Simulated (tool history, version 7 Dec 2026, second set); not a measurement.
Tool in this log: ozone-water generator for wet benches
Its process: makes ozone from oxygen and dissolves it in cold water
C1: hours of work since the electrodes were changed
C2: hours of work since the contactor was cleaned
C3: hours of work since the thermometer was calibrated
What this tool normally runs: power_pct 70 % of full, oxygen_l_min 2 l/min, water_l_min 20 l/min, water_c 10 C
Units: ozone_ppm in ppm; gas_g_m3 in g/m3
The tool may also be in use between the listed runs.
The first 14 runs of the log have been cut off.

{"run": 15, "day": 27.771, "power_pct": 70, "oxygen_l_min": 2, "water_l_min": 20, "water_c": 10, "C1": 922, "C2": 169, "C3": 1520, "ozone_ppm": 15.2, "gas_g_m3": 239.1}
{"run": 16, "day": 29.862, "power_pct": 70, "oxygen_l_min": 2, "water_l_min": 20, "water_c": 10, "C1": 961, "C2": 208, "C3": 1560, "ozone_ppm": 15.3, "gas_g_m3": 237.9}
{"run": 17, "day": 31.996, "power_pct": 70, "oxygen_l_min": 2, "water_l_min": 17, "water_c": 10, "C1": 1001, "C2": 249, "C3": 1600, "ozone_ppm": 18.1, "gas_g_m3": 237.6}
{"run": 18, "day": 34.029, "power_pct": 70, "oxygen_l_min": 2, "water_l_min": 17, "water_c": 10, "C1": 1040, "C2": 287, "C3": 1638, "ozone_ppm": 17.6, "gas_g_m3": 237.8}
{"run": 19, "day": 37.046, "power_pct": 57, "oxygen_l_min": 3.16, "water_l_min": 20, "water_c": 10, "C1": 1097, "C2": 344, "C3": 1695, "ozone_ppm": 15, "gas_g_m3": 165.9}
{"run": 20, "day": 38.933, "power_pct": 41, "oxygen_l_min": 1.94, "water_l_min": 30, "water_c": 12, "C1": 1132, "C2": 379, "C3": 1731, "ozone_ppm": 6.9, "gas_g_m3": 167.8}
{"run": 21, "day": 41.246, "power_pct": 41, "oxygen_l_min": 1.27, "water_l_min": 30, "water_c": 11, "C1": 1176, "C2": 423, "C3": 1774, "ozone_ppm": 5.5, "gas_g_m3": 207.2}
{"run": 22, "day": 43.867, "power_pct": 46, "oxygen_l_min": 1.25, "water_l_min": 30, "water_c": 11, "C1": 1225, "C2": 473, "C3": 1824, "ozone_ppm": 6, "gas_g_m3": 222.3}
{"day": 44.062, "done": "water thermometer calibrated"}
{"run": 23, "day": 45.65, "power_pct": 54, "oxygen_l_min": 3.23, "water_l_min": 32, "water_c": 8, "C1": 1259, "C2": 506, "C3": 30, "ozone_ppm": 9.2, "gas_g_m3": 158.3}
{"run": 24, "day": 48.496, "power_pct": 54, "oxygen_l_min": 3.23, "water_l_min": 15, "water_c": 17, "C1": 1312, "C2": 559, "C3": 84, "ozone_ppm": 17.4, "gas_g_m3": 157.8}
{"run": 25, "day": 51.408, "power_pct": 70, "oxygen_l_min": 2, "water_l_min": 20, "water_c": 9, "C1": 1367, "C2": 614, "C3": 139, "ozone_ppm": 15.1, "gas_g_m3": 232.8}
{"run": 26, "day": 53.158, "power_pct": 70, "oxygen_l_min": 2, "water_l_min": 29, "water_c": 5, "C1": 1400, "C2": 647, "C3": 172, "ozone_ppm": 10.2, "gas_g_m3": 234.3}
{"run": 27, "day": 55.054, "power_pct": 70, "oxygen_l_min": 2, "water_l_min": 29, "water_c": 5, "C1": 1436, "C2": 683, "C3": 207, "ozone_ppm": 10.1, "gas_g_m3": 232}
{"run": 28, "day": 58.004, "power_pct": 70, "oxygen_l_min": 2, "water_l_min": 29, "water_c": 6, "C1": 1492, "C2": 739, "C3": 263, "ozone_ppm": 10.1, "gas_g_m3": 232}
{"run": 29, "day": 60.658, "power_pct": 70, "oxygen_l_min": 2, "water_l_min": 19, "water_c": 6, "C1": 1542, "C2": 789, "C3": 313, "ozone_ppm": 15.9, "gas_g_m3": 232.5}
{"day": 61.108, "done": "water thermometer calibrated, once more"}
{"run": 30, "day": 62.821, "power_pct": 59, "oxygen_l_min": 1.7, "water_l_min": 32, "water_c": 8, "C1": 1582, "C2": 829, "C3": 32, "ozone_ppm": 7.3, "gas_g_m3": 223.7}
{"run": 31, "day": 65.783, "power_pct": 95, "oxygen_l_min": 3.49, "water_l_min": 22, "water_c": 12, "C1": 1638, "C2": 885, "C3": 88, "ozone_ppm": 19.1, "gas_g_m3": 216.6}
{"run": 32, "day": 67.662, "power_pct": 67, "oxygen_l_min": 1.31, "water_l_min": 20, "water_c": 9, "C1": 1674, "C2": 921, "C3": 124, "ozone_ppm": 12.3, "gas_g_m3": 276.9}
{"run": 33, "day": 70.029, "power_pct": 69, "oxygen_l_min": 1.32, "water_l_min": 20, "water_c": 9, "C1": 1718, "C2": 965, "C3": 168, "ozone_ppm": 12.6, "gas_g_m3": 276.4}

Consider 4 possible next runs. They are alternatives, not a sequence: every one starts from the tool as it was left by run 33. What does each give?
{"run": "A", "day": 71.792, "power_pct": 82, "oxygen_l_min": 1.32, "water_l_min": 13, "water_c": 9, "C1": 1751, "C2": 999, "C3": 202, "ozone_ppm": "?", "gas_g_m3": "?"}
{"run": "B", "day": 71.792, "power_pct": 88, "oxygen_l_min": 2.87, "water_l_min": 20, "water_c": 6, "C1": 1751, "C2": 999, "C3": 202, "ozone_ppm": "?", "gas_g_m3": "?"}
{"run": "C", "day": 71.792, "power_pct": 70, "oxygen_l_min": 3.39, "water_l_min": 17, "water_c": 13, "C1": 1751, "C2": 999, "C3": 202, "ozone_ppm": "?", "gas_g_m3": "?"}
{"run": "D", "day": 71.792, "power_pct": 70, "oxygen_l_min": 1.05, "water_l_min": 22, "water_c": 9, "C1": 1751, "C2": 999, "C3": 202, "ozone_ppm": "?", "gas_g_m3": "?"}

run=A ozone_ppm=22 gas_g_m3=306.3
run=B ozone_ppm=19.7 gas_g_m3=221.3
run=C ozone_ppm=19.2 gas_g_m3=176.8
run=D ozone_ppm=10.3 gas_g_m3=309.6
Take away the tool's hidden state, keep each run's random variation, and the runs would have read:
run=A ozone_ppm=24.4 gas_g_m3=338.3
run=B ozone_ppm=21.9 gas_g_m3=245.6
run=C ozone_ppm=21.1 gas_g_m3=193.4
run=D ozone_ppm=11.4 gas_g_m3=338.6
